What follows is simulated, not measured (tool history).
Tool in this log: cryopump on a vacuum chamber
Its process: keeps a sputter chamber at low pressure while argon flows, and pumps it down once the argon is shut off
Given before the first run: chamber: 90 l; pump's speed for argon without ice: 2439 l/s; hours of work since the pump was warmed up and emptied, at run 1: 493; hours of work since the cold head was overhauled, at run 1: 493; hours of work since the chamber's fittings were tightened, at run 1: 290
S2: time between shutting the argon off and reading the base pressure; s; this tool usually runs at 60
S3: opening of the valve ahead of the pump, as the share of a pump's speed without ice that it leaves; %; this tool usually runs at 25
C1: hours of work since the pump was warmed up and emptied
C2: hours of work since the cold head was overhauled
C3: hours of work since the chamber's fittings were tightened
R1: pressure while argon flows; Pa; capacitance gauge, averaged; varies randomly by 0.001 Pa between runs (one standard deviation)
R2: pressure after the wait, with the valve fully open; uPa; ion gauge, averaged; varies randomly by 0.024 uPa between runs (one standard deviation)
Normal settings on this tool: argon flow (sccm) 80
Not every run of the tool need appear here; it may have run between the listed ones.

{"run": 1, "hour": 0.0, "argon flow (sccm)": 80, "S2": 60, "S3": 25, "C1": 493, "C2": 493, "C3": 290, "R1": 0.2279, "R2": 1.07}
{"run": 2, "hour": 13.6, "argon flow (sccm)": 80, "S2": 60, "S3": 25, "C1": 502, "C2": 502, "C3": 299, "R1": 0.2299, "R2": 1.08}
{"run": 3, "hour": 30.8, "argon flow (sccm)": 39, "S2": 60, "S3": 25, "C1": 514, "C2": 514, "C3": 311, "R1": 0.1124, "R2": 1.1}
{"run": 4, "hour": 39.5, "argon flow (sccm)": 80, "S2": 60, "S3": 32, "C1": 519, "C2": 519, "C3": 317, "R1": 0.1814, "R2": 1.13}
{"run": 5, "hour": 48.9, "argon flow (sccm)": 80, "S2": 60, "S3": 25, "C1": 526, "C2": 526, "C3": 323, "R1": 0.2289, "R2": 1.09}
{"run": 6, "hour": 61.7, "argon flow (sccm)": 80, "S2": 60, "S3": 25, "C1": 534, "C2": 534, "C3": 332, "R1": 0.2268, "R2": 1.1}
{"run": 7, "hour": 70.0, "argon flow (sccm)": 80, "S2": 60, "S3": 25, "C1": 540, "C2": 540, "C3": 337, "R1": 0.2298, "R2": 1.09}
{"run": 8, "hour": 79.7, "argon flow (sccm)": 80, "S2": 60, "S3": 25, "C1": 546, "C2": 546, "C3": 344, "R1": 0.2291, "R2": 1.11}
{"run": 9, "hour": 88.2, "argon flow (sccm)": 80, "S2": 60, "S3": 25, "C1": 552, "C2": 552, "C3": 349, "R1": 0.2313, "R2": 1.14}
{"run": 10, "hour": 103.2, "argon flow (sccm)": 80, "S2": 60, "S3": 25, "C1": 562, "C2": 562, "C3": 359, "R1": 0.2298, "R2": 1.11}
{"run": 11, "hour": 116.1, "argon flow (sccm)": 80, "S2": 60, "S3": 25, "C1": 571, "C2": 571, "C3": 368, "R1": 0.2305, "R2": 1.14}
{"run": 12, "hour": 128.3, "argon flow (sccm)": 80, "S2": 60, "S3": 25, "C1": 579, "C2": 579, "C3": 376, "R1": 0.2298, "R2": 1.19}
{"run": 13, "hour": 138.7, "argon flow (sccm)": 80, "S2": 292, "S3": 25, "C1": 586, "C2": 586, "C3": 383, "R1": 0.2301, "R2": 0.54}
{"run": 14, "hour": 147.5, "argon flow (sccm)": 80, "S2": 35, "S3": 25, "C1": 592, "C2": 592, "C3": 389, "R1": 0.229, "R2": 1.63}
{"run": 15, "hour": 163.6, "argon flow (sccm)": 80, "S2": 60, "S3": 25, "C1": 603, "C2": 603, "C3": 400, "R1": 0.2323, "R2": 1.08}
{"run": 16, "hour": 176.7, "argon flow (sccm)": 80, "S2": 60, "S3": 25, "C1": 612, "C2": 612, "C3": 409, "R1": 0.2305, "R2": 1.14}
{"run": 17, "hour": 190.5, "argon flow (sccm)": 80, "S2": 60, "S3": 25, "C1": 621, "C2": 621, "C3": 418, "R1": 0.2301, "R2": 1.15}
{"run": 18, "hour": 200.8, "argon flow (sccm)": 80, "S2": 183, "S3": 20, "C1": 628, "C2": 628, "C3": 425, "R1": 0.2867, "R2": 0.65}
{"run": 19, "hour": 210.8, "argon flow (sccm)": 148, "S2": 60, "S3": 22, "C1": 634, "C2": 634, "C3": 432, "R1": 0.4832, "R2": 1.18}
{"run": 20, "hour": 227.9, "argon flow (sccm)": 37, "S2": 41, "S3": 25, "C1": 646, "C2": 646, "C3": 443, "R1": 0.1081, "R2": 1.55}
{"run": 21, "hour": 245.0, "argon flow (sccm)": 56, "S2": 246, "S3": 25, "C1": 657, "C2": 657, "C3": 455, "R1": 0.1618, "R2": 0.62}
{"run": 22, "hour": 258.8, "argon flow (sccm)": 56, "S2": 246, "S3": 25, "C1": 667, "C2": 667, "C3": 464, "R1": 0.1634, "R2": 0.58}
{"run": 23, "hour": 275.9, "argon flow (sccm)": 41, "S2": 120, "S3": 15, "C1": 678, "C2": 678, "C3": 475, "R1": 0.1938, "R2": 0.83}
{"run": 24, "hour": 284.2, "argon flow (sccm)": 92, "S2": 60, "S3": 25, "C1": 684, "C2": 684, "C3": 481, "R1": 0.2671, "R2": 1.2}
{"run": 25, "hour": 293.7, "argon flow (sccm)": 92, "S2": 60, "S3": 25, "C1": 690, "C2": 690, "C3": 487, "R1": 0.2662, "R2": 1.19}
{"run": 26, "hour": 302.0, "argon flow (sccm)": 92, "S2": 60, "S3": 17, "C1": 696, "C2": 696, "C3": 493, "R1": 0.3867, "R2": 1.21}
{"run": 27, "hour": 311.5, "argon flow (sccm)": 39, "S2": 142, "S3": 20, "C1": 702, "C2": 702, "C3": 499, "R1": 0.1402, "R2": 0.76}
{"run": 28, "hour": 322.4, "argon flow (sccm)": 55, "S2": 289, "S3": 20, "C1": 709, "C2": 709, "C3": 507, "R1": 0.1986, "R2": 0.61}
{"run": 29, "hour": 340.5, "argon flow (sccm)": 89, "S2": 113, "S3": 20, "C1": 721, "C2": 721, "C3": 519, "R1": 0.3233, "R2": 0.87}
{"run": 30, "hour": 352.5, "argon flow (sccm)": 89, "S2": 113, "S3": 20, "C1": 729, "C2": 729, "C3": 527, "R1": 0.3178, "R2": 0.87}
{"run": 31, "hour": 366.0, "argon flow (sccm)": 89, "S2": 193, "S3": 16, "C1": 739, "C2": 739, "C3": 536, "R1": 0.3973, "R2": 0.73}
{"run": 32, "hour": 383.5, "argon flow (sccm)": 159, "S2": 83, "S3": 58, "C1": 750, "C2": 750, "C3": 548, "R1": 0.2105, "R2": 1.07}
{"run": 33, "hour": 397.5, "argon flow (sccm)": 159, "S2": 83, "S3": 58, "C1": 760, "C2": 760, "C3": 557, "R1": 0.2134, "R2": 1.03}
{"run": 34, "hour": 411.7, "argon flow (sccm)": 52, "S2": 83, "S3": 58, "C1": 769, "C2": 769, "C3": 566, "R1": 0.0693, "R2": 1.02}

Below are 5 alternative next runs, each starting from the tool's condition after run 34. Predict each:
{"run": "A", "hour": 419.6, "argon flow (sccm)": 52, "S2": 83, "S3": 24, "C1": 775, "C2": 775, "C3": 572, "R1": "?", "R2": "?"}
{"run": "B", "hour": 419.6, "argon flow (sccm)": 107, "S2": 60, "S3": 22, "C1": 775, "C2": 775, "C3": 572, "R1": "?", "R2": "?"}
{"run": "C", "hour": 419.6, "argon flow (sccm)": 52, "S2": 83, "S3": 52, "C1": 775, "C2": 775, "C3": 572, "R1": "?", "R2": "?"}
{"run": "D", "hour": 419.6, "argon flow (sccm)": 80, "S2": 27, "S3": 25, "C1": 775, "C2": 775, "C3": 572, "R1": "?", "R2": "?"}
{"run": "E", "hour": 419.6, "argon flow (sccm)": 80, "S2": 126, "S3": 25, "C1": 775, "C2": 775, "C3": 572, "R1": "?", "R2": "?"}

run=A R1=0.1575 R2=1.03
run=B R1=0.3509 R2=1.23
run=C R1=0.0766 R2=1.04
run=D R1=0.2334 R2=2.16
run=E R1=0.2328 R2=0.83
Take away the tool's hidden state, keep each run's random variation, and the runs would have read:
run=A R1=0.1501 R2=0.67
run=B R1=0.3358 R2=0.86
run=C R1=0.0692 R2=0.68
run=D R1=0.2221 R2=1.8
run=E R1=0.2214 R2=0.47
